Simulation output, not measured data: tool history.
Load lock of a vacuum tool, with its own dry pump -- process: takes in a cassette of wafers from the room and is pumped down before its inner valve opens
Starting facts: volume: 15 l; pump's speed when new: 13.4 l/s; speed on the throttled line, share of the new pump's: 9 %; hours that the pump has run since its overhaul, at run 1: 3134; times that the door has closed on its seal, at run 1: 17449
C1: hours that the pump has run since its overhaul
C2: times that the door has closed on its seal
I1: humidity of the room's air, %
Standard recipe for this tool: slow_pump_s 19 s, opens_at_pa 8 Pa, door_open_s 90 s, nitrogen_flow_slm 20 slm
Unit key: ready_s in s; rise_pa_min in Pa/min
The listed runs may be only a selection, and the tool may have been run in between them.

{"run": 1, "day": 0.0, "slow_pump_s": 19, "opens_at_pa": 8, "door_open_s": 90, "nitrogen_flow_slm": 20, "C1": 3134, "C2": 17449, "I1": 42.8, "ready_s": 28.8, "rise_pa_min": 0.095}
{"run": 2, "day": 3.1, "slow_pump_s": 19, "opens_at_pa": 8, "door_open_s": 90, "nitrogen_flow_slm": 20, "C1": 3209, "C2": 17742, "I1": 46.7, "ready_s": 28.4, "rise_pa_min": 0.095}
{"run": 3, "day": 6.367, "slow_pump_s": 19, "opens_at_pa": 8, "door_open_s": 90, "nitrogen_flow_slm": 20, "C1": 3287, "C2": 18050, "I1": 45.7, "ready_s": 28.5, "rise_pa_min": 0.102}
{"run": 4, "day": 9.829, "slow_pump_s": 19, "opens_at_pa": 8, "door_open_s": 87, "nitrogen_flow_slm": 20, "C1": 3370, "C2": 18378, "I1": 45.5, "ready_s": 28.2, "rise_pa_min": 0.105}
{"run": 5, "day": 14.662, "slow_pump_s": 19, "opens_at_pa": 8, "door_open_s": 87, "nitrogen_flow_slm": 20, "C1": 3486, "C2": 18835, "I1": 45.7, "ready_s": 28.5, "rise_pa_min": 0.1}
{"run": 6, "day": 18.817, "slow_pump_s": 19, "opens_at_pa": 8, "door_open_s": 87, "nitrogen_flow_slm": 20, "C1": 3586, "C2": 19227, "I1": 44.8, "ready_s": 28.1, "rise_pa_min": 0.1}
{"run": 7, "day": 21.45, "slow_pump_s": 19, "opens_at_pa": 8, "door_open_s": 87, "nitrogen_flow_slm": 20, "C1": 3649, "C2": 19476, "I1": 46, "ready_s": 28, "rise_pa_min": 0.102}
{"run": 8, "day": 23.938, "slow_pump_s": 19, "opens_at_pa": 8, "door_open_s": 40, "nitrogen_flow_slm": 20, "C1": 3709, "C2": 19711, "I1": 45.2, "ready_s": 28.4, "rise_pa_min": 0.099}
{"run": 9, "day": 28.892, "slow_pump_s": 19, "opens_at_pa": 8, "door_open_s": 40, "nitrogen_flow_slm": 20, "C1": 3828, "C2": 20180, "I1": 46.6, "ready_s": 28.3, "rise_pa_min": 0.101}
{"run": 10, "day": 31.142, "slow_pump_s": 19, "opens_at_pa": 8, "door_open_s": 40, "nitrogen_flow_slm": 20, "C1": 3882, "C2": 20392, "I1": 45.5, "ready_s": 28.5, "rise_pa_min": 0.099}
{"run": 11, "day": 35.483, "slow_pump_s": 19, "opens_at_pa": 8, "door_open_s": 90, "nitrogen_flow_slm": 20, "C1": 3986, "C2": 20803, "I1": 47.6, "ready_s": 28.4, "rise_pa_min": 0.119}
{"run": 12, "day": 39.3, "slow_pump_s": 19, "opens_at_pa": 8, "door_open_s": 90, "nitrogen_flow_slm": 20, "C1": 4078, "C2": 21164, "I1": 43.7, "ready_s": 28.1, "rise_pa_min": 0.115}
{"run": 13, "day": 42.05, "slow_pump_s": 19, "opens_at_pa": 8, "door_open_s": 90, "nitrogen_flow_slm": 20, "C1": 4144, "C2": 21424, "I1": 47.5, "ready_s": 28.7, "rise_pa_min": 0.122}
{"run": 14, "day": 44.633, "slow_pump_s": 19, "opens_at_pa": 8, "door_open_s": 70, "nitrogen_flow_slm": 20, "C1": 4206, "C2": 21668, "I1": 42, "ready_s": 28.3, "rise_pa_min": 0.115}
{"run": 15, "day": 48.317, "slow_pump_s": 19, "opens_at_pa": 8, "door_open_s": 70, "nitrogen_flow_slm": 20, "C1": 4294, "C2": 22016, "I1": 42.3, "ready_s": 28.7, "rise_pa_min": 0.112}
{"run": 16, "day": 51.271, "slow_pump_s": 19, "opens_at_pa": 8, "door_open_s": 90, "nitrogen_flow_slm": 20, "C1": 4365, "C2": 22295, "I1": 47.2, "ready_s": 28.4, "rise_pa_min": 0.124}
{"run": 17, "day": 55.404, "slow_pump_s": 19, "opens_at_pa": 8, "door_open_s": 90, "nitrogen_flow_slm": 20, "C1": 4464, "C2": 22686, "I1": 46.1, "ready_s": 28.4, "rise_pa_min": 0.127}
{"run": 18, "day": 59.871, "slow_pump_s": 19, "opens_at_pa": 8, "door_open_s": 90, "nitrogen_flow_slm": 20, "C1": 4571, "C2": 23108, "I1": 44.2, "ready_s": 28.4, "rise_pa_min": 0.129}
{"run": 19, "day": 63.725, "slow_pump_s": 19, "opens_at_pa": 8, "door_open_s": 90, "nitrogen_flow_slm": 20, "C1": 4664, "C2": 23472, "I1": 46.5, "ready_s": 28.8, "rise_pa_min": 0.131}
{"run": 20, "day": 65.946, "slow_pump_s": 19, "opens_at_pa": 8, "door_open_s": 90, "nitrogen_flow_slm": 20, "C1": 4717, "C2": 23682, "I1": 44.4, "ready_s": 28.4, "rise_pa_min": 0.126}
{"run": 21, "day": 70.521, "slow_pump_s": 19, "opens_at_pa": 8, "door_open_s": 31, "nitrogen_flow_slm": 20, "C1": 4827, "C2": 24115, "I1": 43.4, "ready_s": 28.5, "rise_pa_min": 0.121}
{"run": 22, "day": 73.029, "slow_pump_s": 19, "opens_at_pa": 8, "door_open_s": 31, "nitrogen_flow_slm": 20, "C1": 4887, "C2": 24352, "I1": 47.3, "ready_s": 28.3, "rise_pa_min": 0.121}
{"run": 23, "day": 77.746, "slow_pump_s": 34, "opens_at_pa": 8, "door_open_s": 139, "nitrogen_flow_slm": 17, "C1": 5000, "C2": 24798, "I1": 47.4, "ready_s": 42, "rise_pa_min": 0.156}
{"run": 24, "day": 80.538, "slow_pump_s": 34, "opens_at_pa": 8, "door_open_s": 139, "nitrogen_flow_slm": 17, "C1": 5067, "C2": 25062, "I1": 44, "ready_s": 41.8, "rise_pa_min": 0.153}
{"run": 25, "day": 85.0, "slow_pump_s": 30, "opens_at_pa": 8, "door_open_s": 90, "nitrogen_flow_slm": 24, "C1": 5174, "C2": 25484, "I1": 46, "ready_s": 38.2, "rise_pa_min": 0.137}
{"run": 26, "day": 88.346, "slow_pump_s": 19, "opens_at_pa": 11, "door_open_s": 211, "nitrogen_flow_slm": 20, "C1": 5255, "C2": 25800, "I1": 45.5, "ready_s": 28.3, "rise_pa_min": 0.166}
{"run": 27, "day": 91.983, "slow_pump_s": 24, "opens_at_pa": 10, "door_open_s": 90, "nitrogen_flow_slm": 20, "C1": 5342, "C2": 26144, "I1": 43.7, "ready_s": 32.9, "rise_pa_min": 0.148}
{"run": 28, "day": 94.138, "slow_pump_s": 19, "opens_at_pa": 8, "door_open_s": 90, "nitrogen_flow_slm": 29, "C1": 5394, "C2": 26347, "I1": 49.7, "ready_s": 28.1, "rise_pa_min": 0.14}
{"run": 29, "day": 98.229, "slow_pump_s": 19, "opens_at_pa": 8, "door_open_s": 90, "nitrogen_flow_slm": 29, "C1": 5492, "C2": 26734, "I1": 43.8, "ready_s": 28.7, "rise_pa_min": 0.148}
{"run": 30, "day": 101.812, "slow_pump_s": 19, "opens_at_pa": 8, "door_open_s": 67, "nitrogen_flow_slm": 20, "C1": 5578, "C2": 27073, "I1": 45.5, "ready_s": 28.5, "rise_pa_min": 0.143}
{"run": 31, "day": 106.583, "slow_pump_s": 15, "opens_at_pa": 7, "door_open_s": 49, "nitrogen_flow_slm": 12, "C1": 5692, "C2": 27524, "I1": 42.9, "ready_s": 24.9, "rise_pa_min": 0.154}
{"run": 32, "day": 109.171, "slow_pump_s": 15, "opens_at_pa": 7, "door_open_s": 49, "nitrogen_flow_slm": 12, "C1": 5754, "C2": 27768, "I1": 45, "ready_s": 25.1, "rise_pa_min": 0.151}
{"run": 33, "day": 113.492, "slow_pump_s": 15, "opens_at_pa": 7, "door_open_s": 49, "nitrogen_flow_slm": 12, "C1": 5858, "C2": 28177, "I1": 42.8, "ready_s": 25.7, "rise_pa_min": 0.154}
{"run": 34, "day": 118.225, "slow_pump_s": 19, "opens_at_pa": 14, "door_open_s": 49, "nitrogen_flow_slm": 12, "C1": 5972, "C2": 28624, "I1": 47.1, "ready_s": 28, "rise_pa_min": 0.161}
{"run": 35, "day": 121.304, "slow_pump_s": 19, "opens_at_pa": 14, "door_open_s": 49, "nitrogen_flow_slm": 12, "C1": 6046, "C2": 28915, "I1": 43.3, "ready_s": 28.2, "rise_pa_min": 0.158}
{"run": 36, "day": 124.108, "slow_pump_s": 19, "opens_at_pa": 14, "door_open_s": 49, "nitrogen_flow_slm": 12, "C1": 6113, "C2": 29180, "I1": 46.1, "ready_s": 27.8, "rise_pa_min": 0.162}
{"run": 37, "day": 128.104, "slow_pump_s": 19, "opens_at_pa": 8, "door_open_s": 151, "nitrogen_flow_slm": 34, "C1": 6209, "C2": 29558, "I1": 46.3, "ready_s": 28.8, "rise_pa_min": 0.17}

Measured less the same run without the tool's hidden state. The same run-to-run variation is in both; the gauge's scatter may not be:
The hidden state here: pump's speed, % of a new pump's; leak at the door's seal, Pa l/s; drift of the gauge itself on ready_s, %; drift of the gauge itself on rise_pa_min, %.
run=1 ready_s=+0.4 rise_pa_min=+0.062
run=2 ready_s=+0.5 rise_pa_min=+0.062
run=3 ready_s=+0.5 rise_pa_min=+0.064
run=4 ready_s=+0.5 rise_pa_min=+0.066
run=5 ready_s=+0.5 rise_pa_min=+0.069
run=6 ready_s=+0.5 rise_pa_min=+0.071
run=7 ready_s=+0.5 rise_pa_min=+0.071
run=8 ready_s=+0.5 rise_pa_min=+0.073
run=9 ready_s=+0.5 rise_pa_min=+0.075
run=10 ready_s=+0.6 rise_pa_min=+0.076
run=11 ready_s=+0.6 rise_pa_min=+0.079
run=12 ready_s=+0.6 rise_pa_min=+0.08
run=13 ready_s=+0.6 rise_pa_min=+0.085
run=14 ready_s=+0.6 rise_pa_min=+0.082
run=15 ready_s=+0.6 rise_pa_min=+0.084
run=16 ready_s=+0.7 rise_pa_min=+0.086
run=17 ready_s=+0.6 rise_pa_min=+0.09
run=18 ready_s=+0.6 rise_pa_min=+0.091
run=19 ready_s=+0.7 rise_pa_min=+0.093
run=20 ready_s=+0.7 rise_pa_min=+0.094
run=21 ready_s=+0.6 rise_pa_min=+0.099
run=22 ready_s=+0.7 rise_pa_min=+0.099
run=23 ready_s=+0.6 rise_pa_min=+0.102
run=24 ready_s=+0.6 rise_pa_min=+0.103
run=25 ready_s=+0.6 rise_pa_min=+0.106
run=26 ready_s=+0.8 rise_pa_min=+0.106
run=27 ready_s=+0.7 rise_pa_min=+0.11
run=28 ready_s=+0.8 rise_pa_min=+0.112
run=29 ready_s=+0.8 rise_pa_min=+0.113
run=30 ready_s=+0.9 rise_pa_min=+0.116
run=31 ready_s=+0.9 rise_pa_min=+0.119
run=32 ready_s=+0.9 rise_pa_min=+0.122
run=33 ready_s=+0.9 rise_pa_min=+0.124
run=34 ready_s=+0.8 rise_pa_min=+0.125
run=35 ready_s=+0.9 rise_pa_min=+0.126
run=36 ready_s=+0.9 rise_pa_min=+0.129
run=37 ready_s=+0.9 rise_pa_min=+0.134
